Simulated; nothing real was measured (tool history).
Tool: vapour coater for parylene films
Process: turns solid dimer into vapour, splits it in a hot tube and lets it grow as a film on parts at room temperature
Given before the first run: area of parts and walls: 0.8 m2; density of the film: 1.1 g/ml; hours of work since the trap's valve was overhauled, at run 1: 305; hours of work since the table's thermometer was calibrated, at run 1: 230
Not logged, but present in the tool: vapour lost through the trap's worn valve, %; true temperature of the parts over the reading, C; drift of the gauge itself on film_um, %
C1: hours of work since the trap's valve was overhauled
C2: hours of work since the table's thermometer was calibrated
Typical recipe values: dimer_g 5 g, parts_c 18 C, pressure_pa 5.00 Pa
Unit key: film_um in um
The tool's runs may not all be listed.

{"run": 1, "day": 0.0, "dimer_g": 5, "parts_c": 18, "pressure_pa": 5.0, "C1": 305, "C2": 230, "film_um": 2.53}
{"run": 2, "day": 0.35, "dimer_g": 5, "parts_c": 18, "pressure_pa": 3.83, "C1": 309, "C2": 235, "film_um": 2.69}
{"run": 3, "day": 0.746, "dimer_g": 5, "parts_c": 16, "pressure_pa": 5.0, "C1": 314, "C2": 240, "film_um": 2.65}
{"run": 4, "day": 1.433, "dimer_g": 5, "parts_c": 16, "pressure_pa": 5.0, "C1": 323, "C2": 248, "film_um": 2.59}
{"run": 5, "day": 2.192, "dimer_g": 5, "parts_c": 16, "pressure_pa": 5.0, "C1": 332, "C2": 258, "film_um": 2.57}
{"day": 2.288, "done": "table's thermometer calibrated"}
{"run": 6, "day": 2.742, "dimer_g": 5, "parts_c": 16, "pressure_pa": 2.97, "C1": 339, "C2": 6, "film_um": 2.85}
{"run": 7, "day": 3.458, "dimer_g": 5, "parts_c": 16, "pressure_pa": 2.97, "C1": 348, "C2": 15, "film_um": 2.89}
{"day": 3.867, "done": "table's thermometer calibrated, once more"}
{"run": 8, "day": 4.242, "dimer_g": 5, "parts_c": 16, "pressure_pa": 2.97, "C1": 357, "C2": 5, "film_um": 2.92}
{"run": 9, "day": 4.908, "dimer_g": 2, "parts_c": 18, "pressure_pa": 5.0, "C1": 366, "C2": 13, "film_um": 0.99}

For run 10, what comes out?
{"run": 10, "day": 5.442, "dimer_g": 5, "parts_c": 16, "pressure_pa": 5.0, "C1": 372, "C2": 20, "film_um": "?"}

Run 10 measured film_um 2.56 um.
Take away the tool's hidden state, keep the run-to-run variation as it was, and the same run would have given film_um 2.97 um.
